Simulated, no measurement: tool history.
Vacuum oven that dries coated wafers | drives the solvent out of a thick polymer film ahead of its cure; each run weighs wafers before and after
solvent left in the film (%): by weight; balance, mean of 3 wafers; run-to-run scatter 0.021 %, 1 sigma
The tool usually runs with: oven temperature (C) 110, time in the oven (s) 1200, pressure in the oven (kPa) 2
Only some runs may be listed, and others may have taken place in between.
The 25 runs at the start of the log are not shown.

run,hour,oven temperature (C),time in the oven (s),pressure in the oven (kPa),solvent left in the film (%)
26,790.6,100,1320,3.09,4.81
27,817.5,100,1320,3.09,4.83
28,843.5,100,1320,3.09,4.84
29,869.6,110,1200,7.06,4.5
# hour 876.8: oven's thermocouples calibrated
30,897.4,95,840,2.43,7.73
31,935.1,95,840,2.43,7.71
32,955.7,95,840,2.43,7.77
33,988.9,95,840,2.43,7.74
34,1017.6,114,600,4.79,5.89
35,1056.2,121,1200,7.86,3.16
36,1093.6,121,1200,7.86,3.14
37,1128.2,115,1200,6.59,3.79
38,1167.9,115,1200,6.59,3.78
39,1205.7,115,960,4.67,3.92
40,1229.1,123,1440,1.64,0.92
41,1265.1,123,1440,1.64,0.95
42,1289.8,104,1200,2,4.35
43,1320.8,104,1200,2,4.36
44,1355.1,102,1200,1.75,4.67
45,1386.5,102,1200,1.75,4.66
46,1414.2,102,1200,1.75,4.69
47,1434.2,102,1200,1.75,4.64

3 options for the next run, each taken on its own from the tool as it stands now. Forecast them:
A,1466.2,110,1200,1.06,?
B,1466.2,114,720,2,?
C,1466.2,102,1200,5.73,?

run,solvent left in the film (%)
A,2.81
B,4.39
C,6.25
Without the tool's hidden state the same runs would have given:
run,solvent left in the film (%)
A,2.9
B,4.5
C,6.36
